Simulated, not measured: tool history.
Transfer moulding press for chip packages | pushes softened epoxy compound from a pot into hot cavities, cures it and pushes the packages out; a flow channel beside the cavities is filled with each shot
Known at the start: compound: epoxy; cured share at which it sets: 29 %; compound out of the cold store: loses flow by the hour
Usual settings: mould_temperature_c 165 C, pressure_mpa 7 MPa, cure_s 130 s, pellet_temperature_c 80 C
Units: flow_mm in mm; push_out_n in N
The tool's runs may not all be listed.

run,hour,mould_temperature_c,pressure_mpa,cure_s,pellet_temperature_c,incoming compound's hours out of the cold store,flow_mm,push_out_n
1,0,165,7,130,80,18.5,550,962
# hour 3.1: cavities cleaned with cleaning compound and waxed
2,9.2,165,7,130,80,47.4,441,520
3,19.6,169,7,130,80,38.5,471,640
4,25.2,169,7,130,82,18.4,544,648
5,33.3,170,7,130,80,22,517,708
6,43.1,170,7,130,82,37.9,468,727
7,52,170,7,130,82,11.7,562,798
8,59.2,170,7,130,82,20.7,533,812
9,65,170,7,130,82,32.6,480,821
10,75.8,170,7,130,82,21.7,524,838
11,85.4,163,7,130,82,16.8,549,936
12,95.1,163,7,130,82,29.2,501,973
13,100,163,7,130,82,9.6,578,1004
# hour 105.6: cavities cleaned with cleaning compound and waxed
14,107.4,163,7,130,82,18.1,549,527
15,112.2,163,7,130,82,28.6,505,588
16,120.9,171,7.11,143,89,33.6,483,598
17,129.4,166,7,130,73,27.7,506,713
18,135.7,165,7,116,81,22.6,520,807
19,146.4,161,7.52,116,81,45.1,477,953
20,156.5,168,7.58,163,84,18.3,557,806
21,165.8,168,6.97,132,84,37.3,470,840
22,175.1,165,7.63,130,90,33.9,498,873
23,179.8,165,7.63,130,90,42.8,466,918
24,185.2,165,7.63,130,90,36.4,499,894
25,192.4,165,7.63,130,90,31.9,501,897
26,201,165,7.63,130,90,42.6,471,922
27,205.7,165,7.63,130,90,9.1,590,956
# hour 208.1: cavities cleaned with cleaning compound and waxed
28,214.6,165,6.43,130,73,23.2,494,555
29,219.1,165,6.43,130,73,45.3,418,567

Hidden state or all else? Some run-to-run changes of flow_mm, split into what the settings, what came in and random variation would give without the hidden state, and what is left for the hidden state (with any gauge scatter that isn't in both results):
The hidden state here: true mould temperature over the reading, C; pressure that reaches the compound, % of what is set; grip of the stained cavities, % over clean ones'; drift of the gauge itself on flow_mm, %; drift of the gauge itself on push_out_n, %.
Run 1 -> 2: cavities cleaned with cleaning compound and waxed. flow_mm -109 mm: hidden state -1, all else -108.
Run 19 -> 20: mould_temperature_c 161 -> 168, pressure_mpa 7.52 -> 7.58, cure_s 116 -> 163, pellet_temperature_c 81 -> 84. flow_mm +80 mm: hidden state -4, all else +84.
Run 26 -> 27: no setting changed, nothing entered. flow_mm +119 mm: hidden state -6, all else +125.
